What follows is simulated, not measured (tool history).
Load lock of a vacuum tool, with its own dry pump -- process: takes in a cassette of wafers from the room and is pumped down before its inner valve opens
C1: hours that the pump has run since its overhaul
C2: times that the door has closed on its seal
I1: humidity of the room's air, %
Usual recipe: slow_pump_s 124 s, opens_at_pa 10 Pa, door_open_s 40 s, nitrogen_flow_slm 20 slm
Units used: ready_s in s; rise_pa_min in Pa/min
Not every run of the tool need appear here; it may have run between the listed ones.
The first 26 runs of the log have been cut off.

Run 27, hour 7291.5: usual settings but slow_pump_s 65 s, opens_at_pa 20 Pa, door_open_s 36 s; C1 2497; C2 2434; I1 44.7. Result: ready_s 98.7 s, rise_pa_min 0.035 Pa/min.
Run 28, hour 7660.2: usual settings but door_open_s 30 s, nitrogen_flow_slm 15 slm; C1 2866; C2 3621; I1 45.6. Result: ready_s 156.4 s, rise_pa_min 0.042 Pa/min.
Run 29, hour 7895.8: usual settings but slow_pump_s 147 s, door_open_s 165 s; C1 3102; C2 4380; I1 48.9. Result: ready_s 177.2 s, rise_pa_min 0.103 Pa/min.
Run 30, hour 8093.9: usual settings but slow_pump_s 147 s, door_open_s 165 s; C1 3300; C2 5018; I1 48.4. Result: ready_s 177.4 s, rise_pa_min 0.106 Pa/min.
Run 31, hour 8385.8: usual settings but slow_pump_s 147 s, door_open_s 165 s; C1 3592; C2 5959; I1 46.3. Result: ready_s 177.6 s, rise_pa_min 0.104 Pa/min.
Run 32, hour 8647.1: usual settings but opens_at_pa 12 Pa; C1 3853; C2 6801; I1 44.7. Result: ready_s 155.0 s, rise_pa_min 0.062 Pa/min.
Run 33, hour 9084.8: usual settings but opens_at_pa 12 Pa, nitrogen_flow_slm 5 slm; C1 4291; C2 8210; I1 46.2. Result: ready_s 155.7 s, rise_pa_min 0.081 Pa/min.
Run 34, hour 9383.8: usual settings but door_open_s 94 s; C1 4590; C2 9174; I1 42.9. Result: ready_s 156.4 s, rise_pa_min 0.094 Pa/min.
Run 35, hour 9611.3: usual settings but slow_pump_s 84 s, opens_at_pa 9 Pa, door_open_s 31 s, nitrogen_flow_slm 12 slm; C1 4817; C2 9907; I1 47.6. Result: ready_s 121.0 s, rise_pa_min 0.082 Pa/min.
Run 36, hour 9955.6: usual settings but slow_pump_s 84 s, opens_at_pa 9 Pa, door_open_s 31 s, nitrogen_flow_slm 12 slm; C1 5161; C2 11015; I1 45.4. Result: ready_s 120.6 s, rise_pa_min 0.089 Pa/min.
Run 37, hour 10189.5: usual settings but slow_pump_s 221 s, opens_at_pa 9 Pa, door_open_s 31 s, nitrogen_flow_slm 12 slm; C1 5395; C2 11769; I1 47.0. Result: ready_s 247.0 s, rise_pa_min 0.094 Pa/min.

What if the next run were any one of these 4? Each begins from the tool's condition after run 37:
Run A, hour 10525.1: usual settings but slow_pump_s 221 s, opens_at_pa 9 Pa, door_open_s 27 s, nitrogen_flow_slm 19 slm; C1 5731; C2 12850; I1 47.4. Result: ready_s ?, rise_pa_min ?.
Run B, hour 10525.1: usual settings but slow_pump_s 221 s, opens_at_pa 9 Pa, door_open_s 59 s, nitrogen_flow_slm 12 slm; C1 5731; C2 12850; I1 48.4. Result: ready_s ?, rise_pa_min ?.
Run C, hour 10525.1: usual settings but slow_pump_s 221 s, opens_at_pa 9 Pa, door_open_s 45 s, nitrogen_flow_slm 12 slm; C1 5731; C2 12850; I1 47.0. Result: ready_s ?, rise_pa_min ?.
Run D, hour 10525.1: usual settings but slow_pump_s 221 s, opens_at_pa 11 Pa, door_open_s 31 s, nitrogen_flow_slm 10 slm; C1 5731; C2 12850; I1 43.4. Result: ready_s ?, rise_pa_min ?.

run  ready_s  rise_pa_min
  A    244.8        0.093
  B    245.9        0.124
  C    245.0        0.114
  D    244.8        0.107
What these runs would have given with no unlogged condition in the tool:
run  ready_s  rise_pa_min
  A    242.9        0.019
  B    244.1        0.049
  C    243.2        0.039
  D    243.0        0.030
